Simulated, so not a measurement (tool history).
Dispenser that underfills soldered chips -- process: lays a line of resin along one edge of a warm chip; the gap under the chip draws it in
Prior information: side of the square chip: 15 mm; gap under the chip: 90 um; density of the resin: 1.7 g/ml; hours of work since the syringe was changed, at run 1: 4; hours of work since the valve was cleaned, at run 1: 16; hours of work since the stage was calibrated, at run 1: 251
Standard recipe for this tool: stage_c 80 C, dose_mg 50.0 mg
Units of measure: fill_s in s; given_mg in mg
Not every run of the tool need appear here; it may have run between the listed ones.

run   hour  stage_c  dose_mg  hours of work since the syringe was changed  hours of work since the valve was cleaned  hours of work since the stage was calibrated  fill_s  given_mg
  1    0.0       80     50.0                                            4                                         16                                           251    53.5     49.28
       6.4  -- new syringe of resin
  2    8.2       80     50.0                                            1                                         22                                           257    49.6     49.16
      17.0  -- new syringe of resin
  3   21.2       93     50.0                                            3                                         32                                           267    30.7     48.63
      28.0  -- new syringe of resin
  4   32.5       93     50.0                                            4                                         41                                           276    31.1     48.33
      38.5  -- new syringe of resin
  5   38.5       93     50.0                                            0                                         46                                           281    28.0     48.05
  6   45.8       68     50.0                                            6                                         52                                           286   101.9     47.60
      49.4  -- new syringe of resin
  7   56.7       93     47.0                                            6                                         60                                           295    35.5     44.56
      60.5  -- new syringe of resin
      62.4  -- dispensing valve cleaned and set on the balance
  8   71.0       75     58.2                                            8                                          7                                           305    76.6     57.60
      72.5  -- new syringe of resin
  9   82.7       83     55.4                                            8                                         16                                           314    56.7     54.85
      83.9  -- new syringe of resin
      95.1  -- new syringe of resin
 10   95.1       83     55.4                                            0                                         25                                           324    40.1     54.11
 11  104.3       78     49.5                                            7                                         33                                           331    70.3     48.04
     106.6  -- new syringe of resin
 12  112.4       89     48.9                                            5                                         39                                           337    38.8     47.42

What if the next run were any one of these 3? Each begins from the tool's condition after run 12:
     117.7  -- new syringe of resin
  A  121.7       78     53.1                                            3                                         46                                           345       ?         ?
     117.7  -- new syringe of resin
  B  121.7       70     49.8                                            3                                         46                                           345       ?         ?
     117.7  -- new syringe of resin
  C  121.7       90     52.6                                            3                                         46                                           345       ?         ?

run  fill_s  given_mg
  A    58.2     50.91
  B    85.2     47.62
  C    34.6     50.50
Without the tool's hidden state the same runs would have given:
run  fill_s  given_mg
  A    48.0     53.08
  B    70.0     49.64
  C    28.6     52.64
